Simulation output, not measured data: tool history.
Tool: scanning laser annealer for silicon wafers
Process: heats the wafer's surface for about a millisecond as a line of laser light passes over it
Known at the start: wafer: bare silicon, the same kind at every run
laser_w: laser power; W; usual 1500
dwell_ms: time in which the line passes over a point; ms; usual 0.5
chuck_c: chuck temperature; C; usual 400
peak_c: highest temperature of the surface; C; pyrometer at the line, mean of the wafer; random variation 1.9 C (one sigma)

run,day,laser_w,dwell_ms,chuck_c,peak_c
1,0,1500,0.5,400,1160
2,1.625,1500,0.506,400,1169
3,4.121,1500,0.506,400,1164
4,5.479,1500,0.428,400,1097
5,6.817,1500,0.5,400,1160
# day 8.562: window over the wafer cleaned
6,8.617,1500,0.5,400,1195
7,9.875,1500,0.5,400,1194
8,11.2,1500,0.5,400,1190
9,12.558,1500,0.5,400,1191
10,15.179,1500,0.5,400,1188
11,17.579,1500,0.5,400,1185
12,18.842,1500,0.5,400,1180
13,20.979,1500,0.5,400,1184
14,23.6,1500,0.5,400,1178
15,25.833,1500,0.356,393,1037
16,27.908,1500,0.589,374,1218
17,29.175,1500,0.389,400,1072
18,31.371,1500,0.389,400,1070
19,32.55,1500,0.524,407,1196
20,34.862,1500,0.524,407,1194
21,36.342,1500,0.526,365,1150
22,37.796,1500,0.526,365,1150
23,39.242,1500,0.594,400,1240
24,40.371,1379,0.448,418,1075
25,41.692,1379,0.448,418,1077
26,43.504,1500,0.461,368,1092

Hidden state or all else? Some run-to-run changes of peak_c, split into what the settings, what came in and random variation would give without the hidden state, and what is left for the hidden state (with any gauge scatter that isn't in both results):
The hidden state here: light that passes the window, % of a clean one's; laser's true power over the reading, %; width of the line over the set one, %; drift of the gauge itself on peak_c, C.
Run 5 -> 6: window over the wafer cleaned. peak_c +35 C: hidden state +39, all else -4.
Run 15 -> 16: dwell_ms 0.356 -> 0.589, chuck_c 393 -> 374. peak_c +181 C: hidden state -9, all else +190.
Run 23 -> 24: laser_w 1500 -> 1379, dwell_ms 0.594 -> 0.448, chuck_c 400 -> 418. peak_c -165 C: hidden state +7, all else -172.

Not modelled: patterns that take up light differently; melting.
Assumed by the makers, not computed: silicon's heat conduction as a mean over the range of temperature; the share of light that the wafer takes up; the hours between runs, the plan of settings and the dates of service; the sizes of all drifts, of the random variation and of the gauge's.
